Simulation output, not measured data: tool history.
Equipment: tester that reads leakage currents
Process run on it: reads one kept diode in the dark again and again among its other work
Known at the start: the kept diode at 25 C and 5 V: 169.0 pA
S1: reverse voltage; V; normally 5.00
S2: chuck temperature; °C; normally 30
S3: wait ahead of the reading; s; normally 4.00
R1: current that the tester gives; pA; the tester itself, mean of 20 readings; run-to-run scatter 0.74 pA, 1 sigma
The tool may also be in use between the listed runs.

{"run": 1, "hour": 0.0, "S1": 5.0, "S2": 30, "S3": 4.0, "R1": 239.94}
{"run": 2, "hour": 62.4, "S1": 5.0, "S2": 30, "S3": 4.0, "R1": 238.51}
{"run": 3, "hour": 103.1, "S1": 5.0, "S2": 30, "S3": 4.0, "R1": 240.19}
{"run": 4, "hour": 164.8, "S1": 5.0, "S2": 30, "S3": 4.0, "R1": 237.61}
{"run": 5, "hour": 221.9, "S1": 5.0, "S2": 30, "S3": 4.0, "R1": 237.47}
{"run": 6, "hour": 264.5, "S1": 5.0, "S2": 30, "S3": 4.0, "R1": 237.32}
{"run": 7, "hour": 292.8, "S1": 5.0, "S2": 30, "S3": 4.0, "R1": 236.51}
{"run": 8, "hour": 349.1, "S1": 5.0, "S2": 30, "S3": 4.0, "R1": 235.45}
{"run": 9, "hour": 381.1, "S1": 5.0, "S2": 30, "S3": 4.0, "R1": 235.56}
{"run": 10, "hour": 444.5, "S1": 5.0, "S2": 30, "S3": 4.0, "R1": 236.64}
{"run": 11, "hour": 479.3, "S1": 5.0, "S2": 30, "S3": 4.0, "R1": 234.41}
{"run": 12, "hour": 534.2, "S1": 5.0, "S2": 30, "S3": 4.0, "R1": 233.17}
{"run": 13, "hour": 569.7, "S1": 13.2, "S2": 30, "S3": 4.0, "R1": 412.93}
{"run": 14, "hour": 600.1, "S1": 5.0, "S2": 30, "S3": 0.99, "R1": 233.57}
{"run": 15, "hour": 630.4, "S1": 5.0, "S2": 30, "S3": 0.99, "R1": 233.95}
{"run": 16, "hour": 673.8, "S1": 5.0, "S2": 30, "S3": 0.63, "R1": 233.27}
{"run": 17, "hour": 722.4, "S1": 5.0, "S2": 30, "S3": 0.63, "R1": 232.64}
{"run": 18, "hour": 777.1, "S1": 5.0, "S2": 56, "S3": 0.63, "R1": 1317.83}
{"run": 19, "hour": 825.5, "S1": 5.0, "S2": 28, "S3": 4.0, "R1": 199.39}
{"run": 20, "hour": 854.2, "S1": 5.0, "S2": 28, "S3": 4.0, "R1": 199.72}
{"run": 21, "hour": 890.7, "S1": 2.1, "S2": 55, "S3": 0.31, "R1": 741.33}
{"run": 22, "hour": 921.3, "S1": 2.1, "S2": 55, "S3": 0.31, "R1": 746.13}
{"run": 23, "hour": 972.9, "S1": 3.03, "S2": 30, "S3": 4.0, "R1": 170.31}
{"hour": 981.0, "done": "probe card cleaned and baked"}
{"run": 24, "hour": 1033.3, "S1": 7.67, "S2": 51, "S3": 6.99, "R1": 1221.51}
{"run": 25, "hour": 1093.0, "S1": 7.67, "S2": 51, "S3": 6.99, "R1": 1221.46}
{"run": 26, "hour": 1152.2, "S1": 7.6, "S2": 24, "S3": 6.99, "R1": 188.17}
{"run": 27, "hour": 1203.4, "S1": 2.87, "S2": 24, "S3": 6.99, "R1": 105.52}
{"run": 28, "hour": 1266.2, "S1": 1.31, "S2": 29, "S3": 4.0, "R1": 94.72}
{"run": 29, "hour": 1335.4, "S1": 5.0, "S2": 32, "S3": 4.0, "R1": 260.53}
{"run": 30, "hour": 1373.9, "S1": 5.0, "S2": 32, "S3": 4.0, "R1": 260.59}
{"hour": 1403.6, "done": "probe card cleaned and baked, once more"}
{"run": 31, "hour": 1428.4, "S1": 5.0, "S2": 37, "S3": 4.21, "R1": 364.32}
{"run": 32, "hour": 1494.1, "S1": 5.0, "S2": 37, "S3": 4.21, "R1": 362.92}
{"run": 33, "hour": 1544.5, "S1": 4.13, "S2": 24, "S3": 0.99, "R1": 126.45}
{"run": 34, "hour": 1579.4, "S1": 4.13, "S2": 24, "S3": 0.99, "R1": 125.64}
{"run": 35, "hour": 1639.7, "S1": 9.04, "S2": 48, "S3": 1.04, "R1": 1079.49}
{"run": 36, "hour": 1710.0, "S1": 9.04, "S2": 28, "S3": 1.92, "R1": 267.19}
{"run": 37, "hour": 1751.5, "S1": 1.58, "S2": 30, "S3": 0.88, "R1": 111.65}
{"hour": 1777.0, "done": "chuck's temperature calibrated"}
{"run": 38, "hour": 1784.7, "S1": 1.8, "S2": 30, "S3": 2.89, "R1": 137.3}
{"run": 39, "hour": 1822.0, "S1": 1.8, "S2": 30, "S3": 2.89, "R1": 136.9}
{"run": 40, "hour": 1885.5, "S1": 1.8, "S2": 30, "S3": 2.89, "R1": 135.71}

Each row is a separate what-if for the run after 40, all from the same tool condition, not one after another. Results?
{"run": "A", "hour": 1940.8, "S1": 1.8, "S2": 24, "S3": 0.89, "R1": "?"}
{"run": "B", "hour": 1940.8, "S1": 7.22, "S2": 32, "S3": 2.33, "R1": "?"}
{"run": "C", "hour": 1940.8, "S1": 18.58, "S2": 29, "S3": 2.64, "R1": "?"}
{"run": "D", "hour": 1940.8, "S1": 1.94, "S2": 30, "S3": 2.89, "R1": "?"}

run=A R1=87.74
run=B R1=355.38
run=C R1=501.11
run=D R1=142.13
Had the tool no hidden state, the same runs would have come out as:
run=A R1=86.70
run=B R1=351.01
run=C R1=493.43
run=D R1=140.58
